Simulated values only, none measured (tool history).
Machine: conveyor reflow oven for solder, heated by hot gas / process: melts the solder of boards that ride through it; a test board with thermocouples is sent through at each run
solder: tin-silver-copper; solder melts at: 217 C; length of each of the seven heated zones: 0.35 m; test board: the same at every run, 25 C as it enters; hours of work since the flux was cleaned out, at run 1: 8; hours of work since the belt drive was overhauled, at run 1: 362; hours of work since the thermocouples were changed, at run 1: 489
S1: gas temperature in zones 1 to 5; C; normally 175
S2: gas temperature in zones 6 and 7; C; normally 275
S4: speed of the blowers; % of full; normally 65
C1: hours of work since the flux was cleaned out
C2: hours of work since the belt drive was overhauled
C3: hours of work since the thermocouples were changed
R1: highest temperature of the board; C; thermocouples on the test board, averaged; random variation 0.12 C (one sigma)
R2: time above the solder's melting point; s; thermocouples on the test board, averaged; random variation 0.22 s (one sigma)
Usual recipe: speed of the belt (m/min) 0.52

{"run": 1, "hour": 0.0, "S1": 175, "S2": 275, "speed of the belt (m/min)": 0.52, "S4": 65, "C1": 8, "C2": 362, "C3": 489, "R1": 257.8, "R2": 65.1}
{"hour": 54.9, "done": "thermocouples of zones 6 and 7 changed"}
{"run": 2, "hour": 98.1, "S1": 175, "S2": 275, "speed of the belt (m/min)": 0.52, "S4": 65, "C1": 73, "C2": 428, "C3": 29, "R1": 256.9, "R2": 64.8}
{"run": 3, "hour": 157.1, "S1": 175, "S2": 275, "speed of the belt (m/min)": 0.52, "S4": 65, "C1": 114, "C2": 468, "C3": 69, "R1": 257, "R2": 64.2}
{"run": 4, "hour": 210.2, "S1": 175, "S2": 266, "speed of the belt (m/min)": 0.52, "S4": 65, "C1": 150, "C2": 504, "C3": 106, "R1": 249.2, "R2": 58.3}
{"run": 5, "hour": 293.9, "S1": 182, "S2": 275, "speed of the belt (m/min)": 0.52, "S4": 65, "C1": 206, "C2": 561, "C3": 162, "R1": 258.1, "R2": 68.1}
{"hour": 346.2, "done": "flux residue cleaned out of gas plates and filters"}
{"run": 6, "hour": 377.7, "S1": 175, "S2": 275, "speed of the belt (m/min)": 0.52, "S4": 65, "C1": 21, "C2": 614, "C3": 216, "R1": 257.5, "R2": 65.1}
{"run": 7, "hour": 469.3, "S1": 175, "S2": 275, "speed of the belt (m/min)": 0.52, "S4": 65, "C1": 84, "C2": 676, "C3": 278, "R1": 257.3, "R2": 64.5}
{"run": 8, "hour": 571.3, "S1": 175, "S2": 275, "speed of the belt (m/min)": 0.52, "S4": 65, "C1": 153, "C2": 746, "C3": 347, "R1": 257.3, "R2": 64.7}
{"run": 9, "hour": 639.2, "S1": 175, "S2": 275, "speed of the belt (m/min)": 0.52, "S4": 65, "C1": 199, "C2": 792, "C3": 394, "R1": 257.2, "R2": 64.9}
{"hour": 705.2, "done": "flux residue cleaned out of gas plates and filters"}
{"run": 10, "hour": 715.0, "S1": 184, "S2": 267, "speed of the belt (m/min)": 0.464, "S4": 65, "C1": 7, "C2": 840, "C3": 442, "R1": 256.2, "R2": 77.8}
{"run": 11, "hour": 785.5, "S1": 163, "S2": 267, "speed of the belt (m/min)": 0.493, "S4": 65, "C1": 55, "C2": 888, "C3": 489, "R1": 250.9, "R2": 59.4}
{"hour": 835.3, "done": "thermocouples of zones 6 and 7 changed"}
{"run": 12, "hour": 877.8, "S1": 163, "S2": 267, "speed of the belt (m/min)": 0.505, "S4": 79, "C1": 116, "C2": 949, "C3": 29, "R1": 253.5, "R2": 61.5}
{"run": 13, "hour": 969.9, "S1": 163, "S2": 267, "speed of the belt (m/min)": 0.505, "S4": 79, "C1": 178, "C2": 1012, "C3": 91, "R1": 253, "R2": 61.4}
{"hour": 1064.4, "done": "flux residue cleaned out of gas plates and filters"}
{"run": 14, "hour": 1067.8, "S1": 189, "S2": 278, "speed of the belt (m/min)": 0.534, "S4": 83, "C1": 2, "C2": 1075, "C3": 155, "R1": 267.2, "R2": 75.2}
{"run": 15, "hour": 1121.5, "S1": 189, "S2": 278, "speed of the belt (m/min)": 0.534, "S4": 83, "C1": 39, "C2": 1111, "C3": 191, "R1": 267.1, "R2": 75.1}
{"run": 16, "hour": 1191.4, "S1": 186, "S2": 278, "speed of the belt (m/min)": 0.534, "S4": 83, "C1": 86, "C2": 1159, "C3": 238, "R1": 266.1, "R2": 73.8}
{"hour": 1216.9, "done": "belt drive overhauled, speed set with a stopwatch"}
{"run": 17, "hour": 1262.8, "S1": 186, "S2": 278, "speed of the belt (m/min)": 0.534, "S4": 83, "C1": 132, "C2": 31, "C3": 284, "R1": 265.5, "R2": 71.5}
{"run": 18, "hour": 1317.3, "S1": 186, "S2": 278, "speed of the belt (m/min)": 0.534, "S4": 83, "C1": 169, "C2": 68, "C3": 321, "R1": 265.4, "R2": 71.5}

For some of the steps in R1 from one run to the next: how much would appear even if the tool had no hidden state, given the settings, what came in and random variation, and how much remains for the hidden state plus any gauge scatter that the measured result and the result without hidden state don't share?
Hidden state present: heat that the gas passes to the board, % of a clean oven's; belt's true speed, % of the reading; true gas temperature in zones 6 and 7 over the reading, C; drift of the gauge itself on peak_c, C; drift of the gauge itself on liquid_s, %.
Run 9 -> 10: S1 175 -> 184, S2 275 -> 267, speed of the belt (m/min) 0.52 -> 0.464, flux residue cleaned out of gas plates and filters. R1 -1 C: hidden state +1.1, all else -2.1.
Run 13 -> 14: S1 163 -> 189, S2 267 -> 278, speed of the belt (m/min) 0.505 -> 0.534, S4 79 -> 83, flux residue cleaned out of gas plates and filters. R1 +14.2 C: hidden state +1, all else +13.2.
